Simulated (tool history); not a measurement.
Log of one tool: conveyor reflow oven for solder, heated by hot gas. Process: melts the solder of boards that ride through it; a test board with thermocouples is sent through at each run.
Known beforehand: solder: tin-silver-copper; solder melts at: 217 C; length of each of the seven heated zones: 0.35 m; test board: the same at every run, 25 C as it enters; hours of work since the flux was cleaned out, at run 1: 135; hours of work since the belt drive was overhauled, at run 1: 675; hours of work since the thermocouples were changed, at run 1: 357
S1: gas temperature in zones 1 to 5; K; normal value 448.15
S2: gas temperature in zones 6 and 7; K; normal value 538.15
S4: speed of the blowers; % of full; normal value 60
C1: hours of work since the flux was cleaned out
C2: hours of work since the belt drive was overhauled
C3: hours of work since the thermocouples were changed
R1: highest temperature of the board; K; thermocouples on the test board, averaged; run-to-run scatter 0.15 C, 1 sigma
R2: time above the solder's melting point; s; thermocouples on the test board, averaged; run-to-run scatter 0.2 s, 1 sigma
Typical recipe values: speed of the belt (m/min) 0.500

Run 1, day 0.000: usual settings; C1 135; C2 675; C3 357. Result: R1 527.15 K, R2 67.1 s.
Run 2, day 1.454: usual settings; C1 156; C2 696; C3 378. Result: R1 527.15 K, R2 66.8 s.
Run 3, day 2.588: usual settings but S1 450.15 K; C1 172; C2 713; C3 395. Result: R1 527.55 K, R2 67.6 s.
Run 4, day 3.738: usual settings but S1 450.15 K; C1 189; C2 729; C3 411. Result: R1 527.45 K, R2 68.2 s.
Run 5, day 5.033: usual settings; C1 207; C2 748; C3 430. Result: R1 527.35 K, R2 67.3 s.
At day 5.471: flux residue cleaned out of gas plates and filters.
Run 6, day 6.621: usual settings; C1 17; C2 768; C3 450. Result: R1 527.65 K, R2 67.9 s.
Run 7, day 7.388: usual settings; C1 28; C2 779; C3 461. Result: R1 527.65 K, R2 67.9 s.
Run 8, day 8.750: usual settings but S2 552.15 K; C1 47; C2 798; C3 480. Result: R1 540.65 K, R2 75.5 s.
Run 9, day 9.946: usual settings but S2 552.15 K; C1 64; C2 816; C3 498. Result: R1 540.65 K, R2 75.1 s.
Run 10, day 11.138: usual settings but S4 76 % of full; C1 82; C2 833; C3 515. Result: R1 529.65 K, R2 69.5 s.
Run 11, day 11.896: usual settings but S4 66 % of full; C1 93; C2 844; C3 526. Result: R1 528.45 K, R2 68.8 s.
Run 12, day 12.583: usual settings but S4 66 % of full; C1 102; C2 854; C3 536. Result: R1 528.35 K, R2 68.9 s.
Run 13, day 13.750: usual settings but S4 66 % of full; C1 119; C2 870; C3 552. Result: R1 528.25 K, R2 69.2 s.
Run 14, day 14.438: usual settings but speed of the belt (m/min) 0.524; C1 129; C2 880; C3 562. Result: R1 526.55 K, R2 63.3 s.
Run 15, day 15.871: usual settings but speed of the belt (m/min) 0.524; C1 150; C2 901; C3 583. Result: R1 526.55 K, R2 63.7 s.
Run 16, day 17.321: usual settings but S1 451.15 K, speed of the belt (m/min) 0.417; C1 171; C2 922; C3 604. Result: R1 532.05 K, R2 87.6 s.
Run 17, day 18.396: usual settings but S1 461.15 K, S2 535.15 K, speed of the belt (m/min) 0.586, S4 74 % of full; C1 186; C2 937; C3 619. Result: R1 524.55 K, R2 60.5 s.
Run 18, day 19.658: usual settings but S1 434.15 K, S2 544.15 K, speed of the belt (m/min) 0.416, S4 69 % of full; C1 204; C2 955; C3 637. Result: R1 537.25 K, R2 85.2 s.
At day 20.396: flux residue cleaned out of gas plates and filters.
Run 19, day 21.150: usual settings but S1 446.15 K, S2 533.15 K, speed of the belt (m/min) 0.407, S4 73 % of full; C1 11; C2 974; C3 656. Result: R1 528.65 K, R2 87.1 s.
Run 20, day 21.792: usual settings but S1 446.15 K, S2 533.15 K, S4 78 % of full; C1 20; C2 983; C3 665. Result: R1 525.25 K, R2 66.5 s.
Run 21, day 23.062: usual settings but S1 443.15 K, S2 528.15 K, speed of the belt (m/min) 0.424, S4 56 % of full; C1 38; C2 1002; C3 683. Result: R1 521.35 K, R2 74.4 s.
At day 23.650: belt drive overhauled, speed set with a stopwatch.
Run 22, day 24.342: usual settings but S1 443.15 K, S2 528.15 K, speed of the belt (m/min) 0.443, S4 56 % of full; C1 54; C2 10; C3 700. Result: R1 520.05 K, R2 67.2 s.
Run 23, day 25.708: usual settings but S1 454.15 K, speed of the belt (m/min) 0.432, S4 73 % of full; C1 74; C2 30; C3 719. Result: R1 532.35 K, R2 84.6 s.
Run 24, day 26.650: usual settings but S1 446.15 K, S2 532.15 K, speed of the belt (m/min) 0.531, S4 73 % of full; C1 88; C2 43; C3 733. Result: R1 521.75 K, R2 57.8 s.
Run 25, day 27.442: usual settings but S1 446.15 K, S2 532.15 K, speed of the belt (m/min) 0.531, S4 73 % of full; C1 99; C2 55; C3 744. Result: R1 521.85 K, R2 57.9 s.
Run 26, day 28.050: usual settings but S1 446.15 K, S2 532.15 K, speed of the belt (m/min) 0.531, S4 73 % of full; C1 108; C2 63; C3 753. Result: R1 521.85 K, R2 57.4 s.
Run 27, day 29.446: usual settings but S1 446.15 K, S2 544.15 K, speed of the belt (m/min) 0.449; C1 128; C2 83; C3 773. Result: R1 535.55 K, R2 79.5 s.
Run 28, day 30.725: usual settings but S1 446.15 K, S2 544.15 K, speed of the belt (m/min) 0.449; C1 146; C2 102; C3 791. Result: R1 535.55 K, R2 79.0 s.
Run 29, day 32.229: usual settings but S1 446.15 K, S2 544.15 K, speed of the belt (m/min) 0.449; C1 168; C2 124; C3 813. Result: R1 535.55 K, R2 79.7 s.

For each entry between runs, how does the tool's hidden state at the last listed run before it compare with that at the first listed run after it?
Logged between run 5 and run 6: flux residue cleaned out of gas plates and filters (day 5.471)
  heat that the gas passes to the board, % of a clean oven's: 96.6 -> 99.3; belt's true speed, % of the reading: 98.18 -> 98.13; true gas temperature in zones 6 and 7 over the reading, C: 0.33 -> 0.37
  measured value less the no-hidden-state value, R1: +0.20 -> +0.70 K; R2: +1.4 -> +1.9 s
Logged between run 18 and run 19: flux residue cleaned out of gas plates and filters (day 20.396)
  heat that the gas passes to the board, % of a clean oven's: 97 -> 99.3; belt's true speed, % of the reading: 97.64 -> 97.59; true gas temperature in zones 6 and 7 over the reading, C: 0.72 -> 0.75
  measured value less the no-hidden-state value, R1: +0.80 -> +1.10 K; R2: +2.5 -> +3.1 s
Logged between run 21 and run 22: belt drive overhauled, speed set with a stopwatch (day 23.650)
  heat that the gas passes to the board, % of a clean oven's: 98.9 -> 98.8; belt's true speed, % of the reading: 97.52 -> 99.97; true gas temperature in zones 6 and 7 over the reading, C: 0.81 -> 0.83
  measured value less the no-hidden-state value, R1: +1.10 -> +0.60 K; R2: +3.1 -> +0.5 s
